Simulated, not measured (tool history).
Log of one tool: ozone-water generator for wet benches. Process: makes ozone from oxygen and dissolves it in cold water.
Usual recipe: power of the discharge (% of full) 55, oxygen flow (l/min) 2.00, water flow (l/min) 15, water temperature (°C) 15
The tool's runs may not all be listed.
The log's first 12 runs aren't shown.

run    hour  power of the discharge (% of full)  oxygen flow (l/min)  water flow (l/min)  water temperature (°C)  dissolved ozone (ppm)  ozone in the gas ahead of the water (g/m3)
 13  1215.5                                  55                 2.00                  15                      15                    8.4                                       154.4
 14  1279.5                                  55                 2.00                  15                      11                    8.5                                       154.0
 15  1382.9                                  55                 2.00                  15                      11                    8.5                                       154.1
 16  1439.0                                  55                 2.00                  15                      15                    8.3                                       152.0
 17  1530.2                                  82                 2.00                  14                      15                   10.9                                       188.2
 18  1629.0                                  43                 1.25                  10                       8                    9.8                                       153.7
 19  1697.7                                  65                 2.91                  21                      15                    7.1                                       149.0
 20  1749.9                                  65                 2.91                  21                      15                    7.2                                       147.9
 21  1854.4                                  56                 1.60                  10                       8                   12.5                                       164.3
 22  1914.0                                  56                 1.60                  10                       8                   12.4                                       164.4
 23  2028.6                                  56                 1.60                  10                       8                   12.3                                       163.4
 24  2143.1                                  84                 2.06                  17                      15                    8.9                                       185.7
 25  2244.3                                  84                 2.06                  17                      15                    8.9                                       186.6
 26  2350.7                                  84                 2.06                  17                      15                    8.9                                       184.6
 27  2449.2                                  69                 2.19                  13                      10                   11.7                                       166.5
 28  2530.8                                  69                 1.79                  17                      10                    7.8                                       175.8
 29  2635.5                                  69                 1.79                  17                      10                    7.9                                       172.2
 30  2700.9                                  45                 2.19                  12                      10                   10.0                                       131.9
 31  2820.7                                  45                 2.19                  10                      21                   10.4                                       130.8
 32  2875.8                                  45                 2.19                  10                      21                   10.6                                       130.1

3 ways to go on from here, each from the tool as it stands after run 32. What would each give?
  A  2950.7                                  68                 2.00                  15                      15                      ?                                           ?
  B  2950.7                                  65                 2.19                  13                      21                      ?                                           ?
  C  2950.7                                  55                 2.00                  15                      12                      ?                                           ?

run  dissolved ozone (ppm)  ozone in the gas ahead of the water (g/m3)
  A                    9.1                                       166.0
  B                    9.8                                       159.0
  C                    8.1                                       148.4
Without the tool's hidden state the same runs would have given:
run  dissolved ozone (ppm)  ozone in the gas ahead of the water (g/m3)
  A                   10.3                                       185.6
  B                   11.1                                       177.1
  C                    9.2                                       163.7
